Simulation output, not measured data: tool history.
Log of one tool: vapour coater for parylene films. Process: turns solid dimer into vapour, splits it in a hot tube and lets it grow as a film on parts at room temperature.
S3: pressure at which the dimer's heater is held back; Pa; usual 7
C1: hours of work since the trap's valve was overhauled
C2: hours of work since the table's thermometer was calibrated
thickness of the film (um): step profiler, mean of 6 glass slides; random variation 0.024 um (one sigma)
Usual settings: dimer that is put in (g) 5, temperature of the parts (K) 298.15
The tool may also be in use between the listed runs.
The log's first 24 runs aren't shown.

run 25 day=42.242 | dimer_that_is_put_in_(g)=5 temperature_of_the_parts_(K)=298.15 S3=6.03 | C1=238 C2=1284 | thickness_of_the_film_(um)=1.56
run 26 day=44.062 | dimer_that_is_put_in_(g)=5 temperature_of_the_parts_(K)=291.15 S3=8.14 | C1=266 C2=1311 | thickness_of_the_film_(um)=1.77
run 27 day=45.371 | dimer_that_is_put_in_(g)=4 temperature_of_the_parts_(K)=293.15 S3=3.84 | C1=286 C2=1331 | thickness_of_the_film_(um)=1.51
-- day=46.188 trap's valve overhauled
run 28 day=47.417 | dimer_that_is_put_in_(g)=4 temperature_of_the_parts_(K)=293.15 S3=4.34 | C1=19 C2=1360 | thickness_of_the_film_(um)=1.61
run 29 day=48.696 | dimer_that_is_put_in_(g)=4 temperature_of_the_parts_(K)=292.15 S3=9.56 | C1=38 C2=1379 | thickness_of_the_film_(um)=1.53
run 30 day=49.933 | dimer_that_is_put_in_(g)=4 temperature_of_the_parts_(K)=292.15 S3=9.56 | C1=57 C2=1398 | thickness_of_the_film_(um)=1.51
run 31 day=50.838 | dimer_that_is_put_in_(g)=5 temperature_of_the_parts_(K)=307.15 S3=2.71 | C1=70 C2=1411 | thickness_of_the_film_(um)=1.5
run 32 day=53.058 | dimer_that_is_put_in_(g)=3 temperature_of_the_parts_(K)=290.15 S3=2.71 | C1=104 C2=1445 | thickness_of_the_film_(um)=1.28
run 33 day=55.004 | dimer_that_is_put_in_(g)=5 temperature_of_the_parts_(K)=291.15 S3=7 | C1=133 C2=1474 | thickness_of_the_film_(um)=1.95
run 34 day=56.362 | dimer_that_is_put_in_(g)=5 temperature_of_the_parts_(K)=291.15 S3=7 | C1=154 C2=1495 | thickness_of_the_film_(um)=1.88
run 35 day=57.567 | dimer_that_is_put_in_(g)=4 temperature_of_the_parts_(K)=295.15 S3=7 | C1=172 C2=1513 | thickness_of_the_film_(um)=1.41
run 36 day=59.042 | dimer_that_is_put_in_(g)=4 temperature_of_the_parts_(K)=295.15 S3=7 | C1=194 C2=1535 | thickness_of_the_film_(um)=1.36
run 37 day=60.542 | dimer_that_is_put_in_(g)=3 temperature_of_the_parts_(K)=291.15 S3=2.1 | C1=217 C2=1558 | thickness_of_the_film_(um)=1.21
run 38 day=62.788 | dimer_that_is_put_in_(g)=2 temperature_of_the_parts_(K)=291.15 S3=6.33 | C1=251 C2=1592 | thickness_of_the_film_(um)=0.76
run 39 day=64.762 | dimer_that_is_put_in_(g)=3 temperature_of_the_parts_(K)=306.15 S3=6.45 | C1=280 C2=1621 | thickness_of_the_film_(um)=0.79
-- day=65.304 table's thermometer calibrated
-- day=66.062 trap's valve overhauled
run 40 day=66.879 | dimer_that_is_put_in_(g)=3 temperature_of_the_parts_(K)=292.15 S3=7 | C1=12 C2=21 | thickness_of_the_film_(um)=1.21
run 41 day=69.021 | dimer_that_is_put_in_(g)=3 temperature_of_the_parts_(K)=296.15 S3=4.44 | C1=45 C2=54 | thickness_of_the_film_(um)=1.12
run 42 day=70.604 | dimer_that_is_put_in_(g)=5 temperature_of_the_parts_(K)=298.15 S3=7 | C1=69 C2=78 | thickness_of_the_film_(um)=1.65
run 43 day=72.117 | dimer_that_is_put_in_(g)=5 temperature_of_the_parts_(K)=293.15 S3=7 | C1=91 C2=100 | thickness_of_the_film_(um)=1.86
run 44 day=73.121 | dimer_that_is_put_in_(g)=5 temperature_of_the_parts_(K)=299.15 S3=11.8 | C1=107 C2=115 | thickness_of_the_film_(um)=1.53
run 45 day=74.158 | dimer_that_is_put_in_(g)=5 temperature_of_the_parts_(K)=303.15 S3=7.94 | C1=122 C2=131 | thickness_of_the_film_(um)=1.45
run 46 day=75.683 | dimer_that_is_put_in_(g)=4 temperature_of_the_parts_(K)=308.15 S3=6.27 | C1=145 C2=154 | thickness_of_the_film_(um)=1.06
run 47 day=77.004 | dimer_that_is_put_in_(g)=4 temperature_of_the_parts_(K)=304.15 S3=2.45 | C1=165 C2=174 | thickness_of_the_film_(um)=1.26
run 48 day=77.912 | dimer_that_is_put_in_(g)=4 temperature_of_the_parts_(K)=304.15 S3=2.45 | C1=179 C2=188 | thickness_of_the_film_(um)=1.29

Forecast each of these 3 alternatives for the next run:
run A day=79.662 | dimer_that_is_put_in_(g)=5 temperature_of_the_parts_(K)=295.15 S3=5.78 | C1=205 C2=214 | thickness_of_the_film_(um)=?
run B day=79.662 | dimer_that_is_put_in_(g)=3 temperature_of_the_parts_(K)=304.15 S3=2.45 | C1=205 C2=214 | thickness_of_the_film_(um)=?
run C day=79.662 | dimer_that_is_put_in_(g)=4 temperature_of_the_parts_(K)=291.15 S3=10.31 | C1=205 C2=214 | thickness_of_the_film_(um)=?

run=A thickness_of_the_film_(um)=1.81
run=B thickness_of_the_film_(um)=0.93
run=C thickness_of_the_film_(um)=1.45
Without the tool's hidden state the same runs would have given:
run=A thickness_of_the_film_(um)=1.95
run=B thickness_of_the_film_(um)=1.01
run=C thickness_of_the_film_(um)=1.57
